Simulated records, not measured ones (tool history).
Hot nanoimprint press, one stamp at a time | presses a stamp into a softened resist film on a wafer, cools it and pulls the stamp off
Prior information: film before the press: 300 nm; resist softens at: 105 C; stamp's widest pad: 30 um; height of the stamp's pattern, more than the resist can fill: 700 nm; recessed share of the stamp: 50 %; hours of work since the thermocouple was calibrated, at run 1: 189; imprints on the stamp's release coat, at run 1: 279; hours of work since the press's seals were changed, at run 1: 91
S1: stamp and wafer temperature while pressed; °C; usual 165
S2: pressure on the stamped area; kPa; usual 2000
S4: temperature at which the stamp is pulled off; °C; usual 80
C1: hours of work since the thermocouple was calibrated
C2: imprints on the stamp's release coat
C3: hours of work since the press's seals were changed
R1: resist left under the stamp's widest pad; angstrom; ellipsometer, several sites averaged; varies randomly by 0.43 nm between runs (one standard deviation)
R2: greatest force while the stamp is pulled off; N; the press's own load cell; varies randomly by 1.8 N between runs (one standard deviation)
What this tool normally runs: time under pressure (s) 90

{"run": 1, "hour": 0.0, "S1": 165, "S2": 2000, "time under pressure (s)": 90, "S4": 80, "C1": 189, "C2": 279, "C3": 91, "R1": 1743, "R2": 245}
{"run": 2, "hour": 15.5, "S1": 165, "S2": 2000, "time under pressure (s)": 90, "S4": 79, "C1": 198, "C2": 337, "C3": 100, "R1": 1741, "R2": 243}
{"run": 3, "hour": 32.4, "S1": 165, "S2": 2000, "time under pressure (s)": 90, "S4": 79, "C1": 208, "C2": 400, "C3": 110, "R1": 1736, "R2": 249}
{"run": 4, "hour": 42.1, "S1": 165, "S2": 2000, "time under pressure (s)": 90, "S4": 80, "C1": 214, "C2": 436, "C3": 116, "R1": 1738, "R2": 242}
{"run": 5, "hour": 59.0, "S1": 165, "S2": 2000, "time under pressure (s)": 90, "S4": 80, "C1": 224, "C2": 498, "C3": 126, "R1": 1738, "R2": 252}
{"run": 6, "hour": 72.3, "S1": 165, "S2": 2000, "time under pressure (s)": 90, "S4": 73, "C1": 232, "C2": 548, "C3": 134, "R1": 1734, "R2": 264}
{"run": 7, "hour": 81.2, "S1": 165, "S2": 2000, "time under pressure (s)": 90, "S4": 73, "C1": 237, "C2": 581, "C3": 139, "R1": 1726, "R2": 265}
{"run": 8, "hour": 98.2, "S1": 165, "S2": 2000, "time under pressure (s)": 173, "S4": 80, "C1": 247, "C2": 644, "C3": 149, "R1": 1393, "R2": 257}
{"run": 9, "hour": 114.2, "S1": 165, "S2": 2000, "time under pressure (s)": 90, "S4": 80, "C1": 256, "C2": 703, "C3": 158, "R1": 1720, "R2": 258}
{"run": 10, "hour": 122.7, "S1": 165, "S2": 2000, "time under pressure (s)": 90, "S4": 80, "C1": 261, "C2": 735, "C3": 163, "R1": 1722, "R2": 262}
{"run": 11, "hour": 130.1, "S1": 165, "S2": 2600, "time under pressure (s)": 90, "S4": 80, "C1": 266, "C2": 762, "C3": 167, "R1": 1527, "R2": 263}
{"run": 12, "hour": 141.2, "S1": 165, "S2": 2000, "time under pressure (s)": 90, "S4": 66, "C1": 272, "C2": 804, "C3": 174, "R1": 1714, "R2": 286}
{"run": 13, "hour": 153.6, "S1": 165, "S2": 2000, "time under pressure (s)": 90, "S4": 80, "C1": 279, "C2": 850, "C3": 181, "R1": 1722, "R2": 267}
{"hour": 166.6, "done": "stamp cleaned and given a new release coat"}
{"run": 14, "hour": 175.4, "S1": 165, "S2": 2000, "time under pressure (s)": 90, "S4": 80, "C1": 289, "C2": 32, "C3": 191, "R1": 1718, "R2": 231}
{"run": 15, "hour": 189.6, "S1": 161, "S2": 2000, "time under pressure (s)": 90, "S4": 80, "C1": 297, "C2": 85, "C3": 199, "R1": 2079, "R2": 232}
{"run": 16, "hour": 206.9, "S1": 174, "S2": 2350, "time under pressure (s)": 106, "S4": 76, "C1": 307, "C2": 149, "C3": 209, "R1": 918, "R2": 239}
{"run": 17, "hour": 220.9, "S1": 175, "S2": 2350, "time under pressure (s)": 78, "S4": 73, "C1": 315, "C2": 201, "C3": 217, "R1": 973, "R2": 248}
{"run": 18, "hour": 228.2, "S1": 175, "S2": 2350, "time under pressure (s)": 78, "S4": 73, "C1": 320, "C2": 228, "C3": 222, "R1": 975, "R2": 246}
{"run": 19, "hour": 241.6, "S1": 172, "S2": 2000, "time under pressure (s)": 84, "S4": 82, "C1": 328, "C2": 278, "C3": 230, "R1": 1211, "R2": 238}
{"run": 20, "hour": 257.8, "S1": 170, "S2": 2000, "time under pressure (s)": 176, "S4": 80, "C1": 337, "C2": 339, "C3": 239, "R1": 1023, "R2": 243}
{"run": 21, "hour": 274.0, "S1": 170, "S2": 1820, "time under pressure (s)": 67, "S4": 80, "C1": 347, "C2": 399, "C3": 249, "R1": 1521, "R2": 244}
{"run": 22, "hour": 284.6, "S1": 170, "S2": 1820, "time under pressure (s)": 67, "S4": 80, "C1": 353, "C2": 438, "C3": 255, "R1": 1514, "R2": 245}
{"run": 23, "hour": 293.4, "S1": 165, "S2": 2130, "time under pressure (s)": 137, "S4": 80, "C1": 358, "C2": 471, "C3": 260, "R1": 1437, "R2": 251}
{"run": 24, "hour": 304.0, "S1": 165, "S2": 1810, "time under pressure (s)": 137, "S4": 73, "C1": 364, "C2": 510, "C3": 266, "R1": 1556, "R2": 262}
{"run": 25, "hour": 312.2, "S1": 175, "S2": 1900, "time under pressure (s)": 137, "S4": 73, "C1": 369, "C2": 540, "C3": 271, "R1": 873, "R2": 263}
{"run": 26, "hour": 321.7, "S1": 175, "S2": 1900, "time under pressure (s)": 137, "S4": 73, "C1": 375, "C2": 576, "C3": 277, "R1": 867, "R2": 264}
{"run": 27, "hour": 335.4, "S1": 165, "S2": 2000, "time under pressure (s)": 45, "S4": 76, "C1": 383, "C2": 627, "C3": 285, "R1": 2060, "R2": 263}
{"run": 28, "hour": 351.8, "S1": 165, "S2": 1870, "time under pressure (s)": 90, "S4": 80, "C1": 392, "C2": 688, "C3": 294, "R1": 1749, "R2": 258}
{"run": 29, "hour": 362.5, "S1": 165, "S2": 1990, "time under pressure (s)": 90, "S4": 82, "C1": 399, "C2": 727, "C3": 301, "R1": 1690, "R2": 258}

Consider 5 possible next runs. They are alternatives, not a sequence: every one starts from the tool as it was left by run 29. What does each give?
{"run": "A", "hour": 375.7, "S1": 165, "S2": 1660, "time under pressure (s)": 47, "S4": 80, "C1": 406, "C2": 776, "C3": 308, "R1": "?", "R2": "?"}
{"run": "B", "hour": 375.7, "S1": 168, "S2": 1860, "time under pressure (s)": 70, "S4": 82, "C1": 406, "C2": 776, "C3": 308, "R1": "?", "R2": "?"}
{"run": "C", "hour": 375.7, "S1": 169, "S2": 1990, "time under pressure (s)": 134, "S4": 85, "C1": 406, "C2": 776, "C3": 308, "R1": "?", "R2": "?"}
{"run": "D", "hour": 375.7, "S1": 165, "S2": 1990, "time under pressure (s)": 90, "S4": 68, "C1": 406, "C2": 776, "C3": 308, "R1": "?", "R2": "?"}
{"run": "E", "hour": 375.7, "S1": 165, "S2": 1990, "time under pressure (s)": 77, "S4": 72, "C1": 406, "C2": 776, "C3": 308, "R1": "?", "R2": "?"}

run=A R1=2168 R2=262
run=B R1=1622 R2=259
run=C R1=1192 R2=253
run=D R1=1702 R2=279
run=E R1=1776 R2=272
The same runs, with their run-to-run variation unchanged, on a tool lacking any hidden condition would have given:
run=A R1=2258 R2=228
run=B R1=1715 R2=225
run=C R1=1271 R2=221
run=D R1=1801 R2=243
run=E R1=1875 R2=237

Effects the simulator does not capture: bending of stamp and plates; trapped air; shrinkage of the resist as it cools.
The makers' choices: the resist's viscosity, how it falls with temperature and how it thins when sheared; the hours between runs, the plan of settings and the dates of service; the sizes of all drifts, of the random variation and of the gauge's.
